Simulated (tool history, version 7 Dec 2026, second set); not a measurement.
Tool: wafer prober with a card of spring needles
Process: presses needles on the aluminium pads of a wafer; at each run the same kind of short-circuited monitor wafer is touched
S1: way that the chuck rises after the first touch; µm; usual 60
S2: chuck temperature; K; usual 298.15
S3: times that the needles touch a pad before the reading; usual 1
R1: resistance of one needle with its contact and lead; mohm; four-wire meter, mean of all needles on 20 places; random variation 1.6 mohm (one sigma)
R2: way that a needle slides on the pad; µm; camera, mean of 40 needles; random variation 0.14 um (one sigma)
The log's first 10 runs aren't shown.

| run | day | S1 | S2 | S3 | R1 | R2 |
|---|---|---|---|---|---|---|
|  | 3.054 | tips cleaned on abrasive film |
|  | 3.304 | tips cleaned on abrasive film |
| 11 | 3.475 | 60 | 298.15 | 1 | 183 | 11.83 |
|  | 3.562 | tips cleaned on abrasive film |
|  | 3.825 | tips cleaned on abrasive film |
| 12 | 3.942 | 60 | 298.15 | 1 | 179 | 11.85 |
|  | 4.075 | tips cleaned on abrasive film |
| 13 | 4.212 | 60 | 349.15 | 1 | 186 | 11.66 |
|  | 4.329 | tips cleaned on abrasive film |
| 14 | 4.458 | 60 | 349.15 | 1 | 187 | 11.86 |
|  | 4.592 | tips cleaned on abrasive film |
|  | 4.85 | tips cleaned on abrasive film |
| 15 | 4.929 | 60 | 349.15 | 1 | 183 | 11.82 |
|  | 5.121 | tips cleaned on abrasive film |
| 16 | 5.138 | 60 | 349.15 | 1 | 176 | 11.73 |
|  | 5.362 | tips cleaned on abrasive film |
| 17 | 5.5 | 60 | 342.15 | 1 | 188 | 11.96 |
|  | 5.617 | tips cleaned on abrasive film |
|  | 5.867 | tips cleaned on abrasive film |
| 18 | 5.95 | 57 | 328.15 | 2 | 178 | 10.9 |
|  | 6.129 | tips cleaned on abrasive film |
| 19 | 6.258 | 60 | 345.15 | 1 | 189 | 11.7 |
|  | 6.375 | tips cleaned on abrasive film |
| 20 | 6.529 | 47 | 360.15 | 1 | 209 | 8.77 |
|  | 6.621 | tips cleaned on abrasive film |
|  | 6.892 | tips cleaned on abrasive film |
| 21 | 6.983 | 60 | 364.15 | 1 | 190 | 11.45 |
|  | 7.146 | tips cleaned on abrasive film |
| 22 | 7.196 | 73 | 384.15 | 1 | 182 | 14.13 |
|  | 7.408 | tips cleaned on abrasive film |
| 23 | 7.454 | 47 | 314.15 | 3 | 176 | 8.75 |
|  | 7.654 | tips cleaned on abrasive film |
| 24 | 7.821 | 60 | 356.15 | 2 | 185 | 11.49 |
|  | 7.917 | tips cleaned on abrasive film |
| 25 | 8.079 | 61 | 309.15 | 1 | 185 | 11.57 |
|  | 8.192 | tips cleaned on abrasive film |
| 26 | 8.421 | 46 | 309.15 | 1 | 216 | 8.62 |
|  | 8.458 | tips cleaned on abrasive film |
| 27 | 8.692 | 69 | 302.15 | 1 | 182 | 13.34 |
|  | 8.721 | tips cleaned on abrasive film |
| 28 | 8.942 | 78 | 308.15 | 2 | 173 | 15.25 |

The next listed run, before its measurement:
|  | 8.971 | tips cleaned on abrasive film |
| 29 | 9.2 | 78 | 308.15 | 2 | ? | ? |

Run 29 gave R1 172 mohm, R2 15.25 µm.
Without the tool's hidden state the same run would have given R1 160 mohm, R2 16.44 µm.
